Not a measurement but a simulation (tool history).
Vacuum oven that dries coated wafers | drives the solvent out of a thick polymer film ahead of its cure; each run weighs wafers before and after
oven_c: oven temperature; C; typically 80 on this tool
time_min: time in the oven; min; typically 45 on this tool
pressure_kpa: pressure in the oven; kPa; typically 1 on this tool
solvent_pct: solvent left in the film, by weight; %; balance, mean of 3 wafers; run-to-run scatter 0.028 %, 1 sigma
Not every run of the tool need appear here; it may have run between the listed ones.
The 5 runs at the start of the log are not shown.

run	hour	oven_c	time_min	pressure_kpa	hours of work since the thermocouples were calibrated	hours of work since the vacuum gauge was cleaned of residue	solvent_pct
6	203.4	80	45	1	130	1022	1.18
7	244	80	45	1	161	1053	1.19
8	270.5	80	45	1	181	1073	1.19
9	294.9	80	45	1	200	1091	1.18
10	344.9	80	45	1	238	1129	1.16
11	384.2	84	45	1	268	1159	0.81
12	435.4	84	45	0.62	307	1198	0.72
13	468.5	84	45	0.62	332	1223	0.74
14	526.4	84	45	0.62	376	1267	0.71
15	571.9	84	45	0.62	411	1302	0.77
16	600.3	84	45	0.62	432	1324	0.74
17	649.3	84	45	0.62	469	1361	0.71
18	684.3	80	45	1	496	1388	1.26
19	728.9	80	45	1	530	1422	1.27
20	765.5	80	45	1	558	1449	1.29
21	800.3	92	44	2.83	584	1476	0.94
22	846.7	92	44	2.83	620	1511	1.01
23	882.2	66	33	3.37	647	1538	6.73
24	910.6	66	66	1.24	668	1560	2.47
25	941.5	69	34	0.73	692	1583	4.25
26	988.6	69	34	0.73	728	1619	4.24
27	1017.7	85	51	1.83	750	1641	0.98
28	1067.1	85	51	2.31	787	1679	1.22

Run 29, settings as shown, results not yet in. Your forecast:
29	1125	84	31	0.87	831	1723	?

solvent_pct: 1.81 %
The same run, on a tool lacking any hidden state, would have yielded solvent_pct 1.45 %.
